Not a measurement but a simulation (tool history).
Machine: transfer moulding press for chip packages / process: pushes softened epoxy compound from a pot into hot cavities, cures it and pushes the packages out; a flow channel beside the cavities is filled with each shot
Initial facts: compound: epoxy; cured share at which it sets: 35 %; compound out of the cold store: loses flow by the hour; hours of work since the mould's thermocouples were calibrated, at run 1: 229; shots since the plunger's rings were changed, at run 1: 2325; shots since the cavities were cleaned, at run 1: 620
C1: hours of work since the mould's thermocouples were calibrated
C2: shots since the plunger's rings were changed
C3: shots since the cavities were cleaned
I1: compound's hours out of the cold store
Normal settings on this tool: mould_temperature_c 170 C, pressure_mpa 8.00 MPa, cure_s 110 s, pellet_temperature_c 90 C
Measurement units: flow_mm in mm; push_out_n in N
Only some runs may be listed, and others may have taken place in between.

{"run": 1, "hour": 0.0, "mould_temperature_c": 170, "pressure_mpa": 8.0, "cure_s": 110, "pellet_temperature_c": 90, "C1": 229, "C2": 2325, "C3": 620, "I1": 45.3, "flow_mm": 555, "push_out_n": 802}
{"run": 2, "hour": 5.9, "mould_temperature_c": 170, "pressure_mpa": 8.0, "cure_s": 110, "pellet_temperature_c": 90, "C1": 233, "C2": 2394, "C3": 689, "I1": 44.8, "flow_mm": 553, "push_out_n": 821}
{"run": 3, "hour": 16.0, "mould_temperature_c": 170, "pressure_mpa": 8.0, "cure_s": 110, "pellet_temperature_c": 90, "C1": 240, "C2": 2511, "C3": 806, "I1": 44.1, "flow_mm": 556, "push_out_n": 835}
{"run": 4, "hour": 23.8, "mould_temperature_c": 170, "pressure_mpa": 8.0, "cure_s": 110, "pellet_temperature_c": 90, "C1": 246, "C2": 2602, "C3": 897, "I1": 19.0, "flow_mm": 607, "push_out_n": 868}
{"hour": 32.9, "done": "cavities cleaned with cleaning compound and waxed"}
{"run": 5, "hour": 38.7, "mould_temperature_c": 170, "pressure_mpa": 8.0, "cure_s": 110, "pellet_temperature_c": 90, "C1": 256, "C2": 2757, "C3": 67, "I1": 39.8, "flow_mm": 565, "push_out_n": 583}
{"run": 6, "hour": 47.9, "mould_temperature_c": 170, "pressure_mpa": 8.0, "cure_s": 110, "pellet_temperature_c": 90, "C1": 262, "C2": 2864, "C3": 174, "I1": 20.2, "flow_mm": 599, "push_out_n": 701}
{"run": 7, "hour": 53.6, "mould_temperature_c": 170, "pressure_mpa": 8.0, "cure_s": 91, "pellet_temperature_c": 90, "C1": 266, "C2": 2930, "C3": 240, "I1": 35.6, "flow_mm": 567, "push_out_n": 1013}
{"run": 8, "hour": 64.9, "mould_temperature_c": 173, "pressure_mpa": 8.0, "cure_s": 91, "pellet_temperature_c": 90, "C1": 274, "C2": 3061, "C3": 371, "I1": 35.2, "flow_mm": 557, "push_out_n": 900}
{"run": 9, "hour": 74.9, "mould_temperature_c": 170, "pressure_mpa": 8.0, "cure_s": 110, "pellet_temperature_c": 100, "C1": 281, "C2": 3177, "C3": 487, "I1": 47.1, "flow_mm": 541, "push_out_n": 750}
{"hour": 85.2, "done": "plunger's sealing rings changed"}
{"run": 10, "hour": 87.0, "mould_temperature_c": 170, "pressure_mpa": 8.0, "cure_s": 110, "pellet_temperature_c": 100, "C1": 288, "C2": 21, "C3": 599, "I1": 28.6, "flow_mm": 612, "push_out_n": 794}
{"run": 11, "hour": 96.8, "mould_temperature_c": 170, "pressure_mpa": 8.0, "cure_s": 110, "pellet_temperature_c": 87, "C1": 295, "C2": 135, "C3": 713, "I1": 12.1, "flow_mm": 651, "push_out_n": 821}
{"run": 12, "hour": 108.2, "mould_temperature_c": 176, "pressure_mpa": 8.0, "cure_s": 110, "pellet_temperature_c": 87, "C1": 303, "C2": 267, "C3": 845, "I1": 29.0, "flow_mm": 598, "push_out_n": 716}
{"hour": 122.3, "done": "cavities cleaned with cleaning compound and waxed"}
{"run": 13, "hour": 122.9, "mould_temperature_c": 176, "pressure_mpa": 8.0, "cure_s": 110, "pellet_temperature_c": 87, "C1": 313, "C2": 420, "C3": 7, "I1": 47.5, "flow_mm": 551, "push_out_n": 437}
{"run": 14, "hour": 132.2, "mould_temperature_c": 176, "pressure_mpa": 8.0, "cure_s": 110, "pellet_temperature_c": 87, "C1": 320, "C2": 528, "C3": 115, "I1": 40.9, "flow_mm": 562, "push_out_n": 507}
{"run": 15, "hour": 140.4, "mould_temperature_c": 175, "pressure_mpa": 8.0, "cure_s": 94, "pellet_temperature_c": 99, "C1": 325, "C2": 623, "C3": 210, "I1": 22.1, "flow_mm": 610, "push_out_n": 653}
{"run": 16, "hour": 147.6, "mould_temperature_c": 167, "pressure_mpa": 7.42, "cure_s": 110, "pellet_temperature_c": 90, "C1": 331, "C2": 707, "C3": 294, "I1": 13.5, "flow_mm": 626, "push_out_n": 909}
{"run": 17, "hour": 153.9, "mould_temperature_c": 170, "pressure_mpa": 8.0, "cure_s": 105, "pellet_temperature_c": 90, "C1": 335, "C2": 780, "C3": 367, "I1": 22.4, "flow_mm": 622, "push_out_n": 833}
{"run": 18, "hour": 163.9, "mould_temperature_c": 170, "pressure_mpa": 9.46, "cure_s": 148, "pellet_temperature_c": 90, "C1": 342, "C2": 896, "C3": 483, "I1": 28.2, "flow_mm": 655, "push_out_n": 628}
{"run": 19, "hour": 173.9, "mould_temperature_c": 173, "pressure_mpa": 9.46, "cure_s": 148, "pellet_temperature_c": 90, "C1": 349, "C2": 1012, "C3": 599, "I1": 44.1, "flow_mm": 606, "push_out_n": 611}
{"run": 20, "hour": 179.5, "mould_temperature_c": 163, "pressure_mpa": 7.42, "cure_s": 127, "pellet_temperature_c": 97, "C1": 353, "C2": 1077, "C3": 664, "I1": 16.5, "flow_mm": 626, "push_out_n": 949}
{"run": 21, "hour": 185.3, "mould_temperature_c": 163, "pressure_mpa": 9.32, "cure_s": 127, "pellet_temperature_c": 97, "C1": 358, "C2": 1144, "C3": 731, "I1": 14.6, "flow_mm": 707, "push_out_n": 974}
{"run": 22, "hour": 195.4, "mould_temperature_c": 166, "pressure_mpa": 6.72, "cure_s": 93, "pellet_temperature_c": 96, "C1": 365, "C2": 1261, "C3": 848, "I1": 17.3, "flow_mm": 584, "push_out_n": 1594}
{"run": 23, "hour": 206.6, "mould_temperature_c": 166, "pressure_mpa": 6.72, "cure_s": 93, "pellet_temperature_c": 96, "C1": 373, "C2": 1392, "C3": 979, "I1": 41.8, "flow_mm": 532, "push_out_n": 1464}
{"hour": 208.9, "done": "cavities cleaned with cleaning compound and waxed"}
{"run": 24, "hour": 214.4, "mould_temperature_c": 170, "pressure_mpa": 7.61, "cure_s": 110, "pellet_temperature_c": 90, "C1": 377, "C2": 1464, "C3": 64, "I1": 29.3, "flow_mm": 584, "push_out_n": 609}
{"run": 25, "hour": 227.6, "mould_temperature_c": 170, "pressure_mpa": 7.61, "cure_s": 110, "pellet_temperature_c": 90, "C1": 387, "C2": 1618, "C3": 218, "I1": 12.8, "flow_mm": 617, "push_out_n": 734}
{"run": 26, "hour": 239.3, "mould_temperature_c": 177, "pressure_mpa": 7.33, "cure_s": 110, "pellet_temperature_c": 97, "C1": 395, "C2": 1754, "C3": 354, "I1": 22.7, "flow_mm": 570, "push_out_n": 591}
{"run": 27, "hour": 251.6, "mould_temperature_c": 177, "pressure_mpa": 7.33, "cure_s": 110, "pellet_temperature_c": 97, "C1": 404, "C2": 1897, "C3": 497, "I1": 12.5, "flow_mm": 588, "push_out_n": 630}
{"run": 28, "hour": 263.6, "mould_temperature_c": 174, "pressure_mpa": 7.42, "cure_s": 150, "pellet_temperature_c": 90, "C1": 412, "C2": 2036, "C3": 636, "I1": 21.9, "flow_mm": 581, "push_out_n": 627}

Predict each of these 3 candidate next runs independently; none follows another, all start after run 28:
{"run": "A", "hour": 275.5, "mould_temperature_c": 170, "pressure_mpa": 8.0, "cure_s": 110, "pellet_temperature_c": 90, "C1": 421, "C2": 2174, "C3": 774, "I1": 20.9, "flow_mm": "?", "push_out_n": "?"}
{"run": "B", "hour": 275.5, "mould_temperature_c": 166, "pressure_mpa": 7.42, "cure_s": 118, "pellet_temperature_c": 89, "C1": 421, "C2": 2174, "C3": 774, "I1": 23.7, "flow_mm": "?", "push_out_n": "?"}
{"run": "C", "hour": 275.5, "mould_temperature_c": 168, "pressure_mpa": 6.79, "cure_s": 110, "pellet_temperature_c": 84, "C1": 421, "C2": 2174, "C3": 774, "I1": 13.8, "flow_mm": "?", "push_out_n": "?"}

run=A flow_mm=613 push_out_n=826
run=B flow_mm=591 push_out_n=918
run=C flow_mm=584 push_out_n=1016
Without the tool's unlogged condition, the same runs would have read:
run=A flow_mm=639 push_out_n=533
run=B flow_mm=616 push_out_n=592
run=C flow_mm=609 push_out_n=658
